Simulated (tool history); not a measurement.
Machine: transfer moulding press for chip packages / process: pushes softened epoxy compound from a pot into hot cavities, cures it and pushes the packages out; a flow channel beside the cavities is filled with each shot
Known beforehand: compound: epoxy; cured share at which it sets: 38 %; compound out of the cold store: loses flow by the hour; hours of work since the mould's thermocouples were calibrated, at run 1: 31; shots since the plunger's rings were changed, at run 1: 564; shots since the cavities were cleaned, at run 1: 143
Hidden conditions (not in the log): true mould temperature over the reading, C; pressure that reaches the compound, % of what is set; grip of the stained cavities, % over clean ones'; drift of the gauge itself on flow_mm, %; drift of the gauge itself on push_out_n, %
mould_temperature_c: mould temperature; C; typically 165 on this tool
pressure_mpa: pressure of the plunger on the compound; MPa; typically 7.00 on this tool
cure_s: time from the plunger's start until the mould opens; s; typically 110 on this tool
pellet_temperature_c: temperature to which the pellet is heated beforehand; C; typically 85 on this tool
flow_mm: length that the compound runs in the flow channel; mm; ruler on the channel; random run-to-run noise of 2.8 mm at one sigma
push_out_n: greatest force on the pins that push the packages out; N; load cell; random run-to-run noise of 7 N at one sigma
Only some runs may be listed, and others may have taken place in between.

run   hour  mould_temperature_c  pressure_mpa  cure_s  pellet_temperature_c  hours of work since the mould's thermocouples were calibrated  shots since the plunger's rings were changed  shots since the cavities were cleaned  incoming compound's hours out of the cold store  flow_mm  push_out_n
  1    0.0                  165          7.00     110                    85                                                             31                                           564                                    143                                             35.6      807         357
  2    6.4                  165          7.00     110                    90                                                             34                                           609                                    188                                             16.9      847         383
  3   14.2                  165          7.00     110                    90                                                             38                                           663                                    242                                             37.9      802         413
  4   23.0                  165          7.00     110                    85                                                             42                                           723                                    302                                             23.8      830         443
  5   29.9                  165          7.00     110                    85                                                             45                                           771                                    350                                             25.7      835         452
  6   34.1                  165          7.00     110                    85                                                             47                                           801                                    380                                             29.5      824         473
  7   39.9                  165          7.00     110                    85                                                             49                                           841                                    420                                             31.3      816         480
  8   47.2                  165          7.00     110                    85                                                             53                                           892                                    471                                             14.5      856         496
  9   52.6                  165          7.00     110                    85                                                             55                                           930                                    509                                             25.9      830         504
 10   60.4                  165          7.00     110                    85                                                             59                                           984                                    563                                              9.4      865         522
 11   69.5                  163          7.00     110                    85                                                             63                                          1047                                    626                                             27.0      832         590
      75.9  -- cavities cleaned with cleaning compound and waxed
 12   76.8                  163          7.00     110                    87                                                             65                                          1087                                      6                                              8.5      874         336
 13   86.1                  165          7.00     110                    85                                                             69                                          1152                                     71                                             27.5      821         337
 14   91.6                  165          6.85     110                    85                                                             72                                          1190                                    109                                             40.9      788         346
 15   97.0                  164          7.87     104                    84                                                             74                                          1228                                    147                                             47.2      829         419
 16  105.4                  164          7.00     110                    76                                                             78                                          1287                                    206                                             24.7      825         415
 17  115.0                  164          7.00     110                    76                                                             83                                          1353                                    272                                             16.3      847         450
 18  120.0                  169          8.65     110                    92                                                             85                                          1388                                    307                                             28.7      895         378
 19  124.6                  170          7.05     100                    92                                                             87                                          1420                                    339                                             46.1      764         407
 20  133.1                  170          7.05     100                    92                                                             91                                          1479                                    398                                              9.9      849         422
 21  138.3                  165          6.33     110                    85                                                             93                                          1515                                    434                                             15.0      802         475
 22  146.6                  165          8.11     110                    85                                                             97                                          1573                                    492                                             33.0      869         500
 23  155.3                  165          5.60     110                    92                                                            101                                          1633                                    552                                             24.6      735         512
 24  159.8                  162          7.00     110                    81                                                            103                                          1665                                    584                                             23.5      837         638
 25  166.3                  158          8.43     146                    88                                                            106                                          1710                                    629                                             32.5      906         524
     171.7  -- cavities cleaned with cleaning compound and waxed
 26  172.0                  159          8.63     108                    88                                                            108                                          1739                                      2                                              8.5      982         496
 27  181.8                  165          7.00     110                    92                                                            112                                          1807                                     70                                             19.5      836         334
 28  190.9                  170          7.00     122                    85                                                            116                                          1871                                    134                                             13.9      838         309

Here are 4 independent what-if runs from the current tool condition. What would each one return?
  A  195.4                  163          7.00     122                    90                                                            118                                          1902                                    165                                             11.1        ?           ?
  B  195.4                  173          5.24     110                    85                                                            118                                          1902                                    165                                             22.9        ?           ?
  C  195.4                  170          7.00     122                    79                                                            118                                          1902                                    165                                             33.5        ?           ?
  D  195.4                  170          7.00     122                    85                                                            118                                          1902                                    165                                             46.4        ?           ?

run  flow_mm  push_out_n
  A      859         381
  B      693         304
  C      795         316
  D      768         326
Without the tool's unlogged condition, the same runs would have read:
run  flow_mm  push_out_n
  A      873         292
  B      704         232
  C      807         243
  D      780         249

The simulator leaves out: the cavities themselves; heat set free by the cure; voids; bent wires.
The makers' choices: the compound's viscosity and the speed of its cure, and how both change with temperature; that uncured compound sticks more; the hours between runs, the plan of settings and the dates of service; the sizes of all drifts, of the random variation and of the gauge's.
